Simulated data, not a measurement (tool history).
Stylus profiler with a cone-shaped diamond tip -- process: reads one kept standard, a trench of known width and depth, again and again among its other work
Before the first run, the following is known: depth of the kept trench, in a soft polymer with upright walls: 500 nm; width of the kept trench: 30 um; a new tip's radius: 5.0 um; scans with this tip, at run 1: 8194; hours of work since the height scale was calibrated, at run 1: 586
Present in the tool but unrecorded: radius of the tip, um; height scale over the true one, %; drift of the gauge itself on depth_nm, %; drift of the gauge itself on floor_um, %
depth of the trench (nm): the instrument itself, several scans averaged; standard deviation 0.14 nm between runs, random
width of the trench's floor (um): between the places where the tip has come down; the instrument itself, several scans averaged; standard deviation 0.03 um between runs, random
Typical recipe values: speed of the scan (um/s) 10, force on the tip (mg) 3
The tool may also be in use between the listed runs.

| run | day | speed of the scan (um/s) | force on the tip (mg) | scans with this tip | hours of work since the height scale was calibrated | depth of the trench (nm) | width of the trench's floor (um) |
|---|---|---|---|---|---|---|---|
| 1 | 0 | 10 | 3 | 8194 | 586 | 502.73 | 24.87 |
| 2 | 0.996 | 10 | 3 | 8412 | 602 | 502.58 | 24.83 |
| 3 | 2.042 | 22 | 3 | 8640 | 618 | 502.67 | 24.76 |
| 4 | 3.792 | 22 | 3 | 9023 | 645 | 502.6 | 24.73 |
| 5 | 5.45 | 22 | 3 | 9386 | 671 | 502.58 | 24.77 |
| 6 | 6.733 | 22 | 3 | 9666 | 691 | 502.5 | 24.74 |
| 7 | 8.421 | 22 | 3 | 10035 | 718 | 502.26 | 24.66 |
| 8 | 9.85 | 10 | 1.1 | 10348 | 740 | 500.28 | 24.65 |
| 9 | 10.675 | 10 | 3 | 10527 | 753 | 502.15 | 24.63 |
| 10 | 12.033 | 10 | 2.96 | 10825 | 774 | 502.21 | 24.68 |
| 11 | 13.029 | 10 | 2.96 | 11042 | 790 | 502.01 | 24.67 |
| 12 | 13.854 | 10 | 3 | 11223 | 803 | 502.29 | 24.64 |
| 13 | 15.417 | 10 | 3 | 11565 | 827 | 502.21 | 24.62 |
| 14 | 16.633 | 13 | 3 | 11831 | 846 | 502.3 | 24.57 |
| 15 | 17.521 | 13 | 5.67 | 12025 | 860 | 504.25 | 24.59 |

Expected results for the next run?
| 16 | 19.092 | 13 | 1.43 | 12368 | 885 | ? | ? |

{"run 16": {"depth of the trench (nm)": 500.41, "width of the trench's floor (um)": 24.5}}
With no hidden state in the tool, this same run would have given depth of the trench (nm) 502.53, width of the trench's floor (um) 25.55.
